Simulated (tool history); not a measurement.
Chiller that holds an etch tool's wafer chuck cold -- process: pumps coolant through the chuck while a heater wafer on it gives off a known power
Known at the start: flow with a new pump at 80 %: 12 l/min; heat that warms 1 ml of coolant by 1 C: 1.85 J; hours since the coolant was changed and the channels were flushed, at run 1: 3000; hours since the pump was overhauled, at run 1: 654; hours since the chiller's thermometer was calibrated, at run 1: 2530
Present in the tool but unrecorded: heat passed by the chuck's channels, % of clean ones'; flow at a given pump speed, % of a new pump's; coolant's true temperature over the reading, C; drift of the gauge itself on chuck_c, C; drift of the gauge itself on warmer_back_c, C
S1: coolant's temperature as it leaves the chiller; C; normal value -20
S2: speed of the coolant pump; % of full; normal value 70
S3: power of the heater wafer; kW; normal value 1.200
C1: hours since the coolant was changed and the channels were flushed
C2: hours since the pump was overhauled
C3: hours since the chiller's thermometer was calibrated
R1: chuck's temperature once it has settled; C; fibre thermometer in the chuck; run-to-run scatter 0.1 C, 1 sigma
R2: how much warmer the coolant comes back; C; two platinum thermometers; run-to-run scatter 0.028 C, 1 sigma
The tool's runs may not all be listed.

run	hour	S1	S2	S3	C1	C2	C3	R1	R2
1	0.0	-20	70	1.200	3000	654	2530	-8.7	3.76
2	14.2	-20	70	1.200	3014	668	2544	-8.7	3.77
3	44.9	-20	70	1.200	3045	699	2575	-8.6	3.66
4	62.6	-20	70	1.200	3062	717	2593	-8.9	3.73
5	76.1	-20	70	1.200	3076	730	2606	-8.7	3.73
6	101.6	-20	70	1.200	3101	756	2632	-8.7	3.77
7	124.8	-20	70	1.200	3125	779	2655	-8.7	3.77
8	150.1	-20	70	0.737	3150	804	2680	-13.2	2.32
9	163.2	-20	70	0.737	3163	817	2693	-13.1	2.27
10	191.2	-20	70	1.200	3191	845	2721	-8.7	3.68
11	209.4	-20	70	1.200	3209	864	2739	-8.7	3.69
12	233.7	-26	70	1.503	3233	888	2764	-11.7	4.66
13	261.5	-20	68	1.243	3261	916	2792	-8.2	4.00
14	291.1	-12	72	1.011	3291	945	2821	-2.7	3.06
15	311.9	-12	72	1.711	3312	966	2842	4.0	5.17
16	338.4	-20	75	0.697	3338	993	2868	-13.5	2.08
17	361.4	-14	96	1.200	3361	1016	2891	-4.4	2.76
18	380.9	-14	96	1.200	3381	1035	2911	-4.5	2.74
19	393.9	-20	96	1.007	3394	1048	2924	-12.1	2.28
20	424.5	-29	91	1.007	3424	1079	2955	-20.9	2.43
21	451.3	-16	67	1.200	3451	1106	2981	-4.3	3.87

Subtracting, for every run, the result it would have given without the tool's unlogged condition from the measured result gives the following. The same run-to-run variation enters both numbers; the gauge's scatter may not:
run	R1	R2
1	+1.0	+0.02
2	+1.0	+0.03
3	+1.0	+0.03
4	+0.9	+0.03
5	+1.0	+0.03
6	+1.0	+0.03
7	+1.0	+0.04
8	+0.5	+0.02
9	+0.6	+0.02
10	+1.1	+0.03
11	+1.1	+0.04
12	+1.3	+0.05
13	+1.1	+0.04
14	+0.9	+0.04
15	+1.5	+0.05
16	+0.6	+0.02
17	+0.9	+0.04
18	+0.9	+0.03
19	+0.7	+0.03
20	+0.8	+0.03
21	+1.1	+0.05
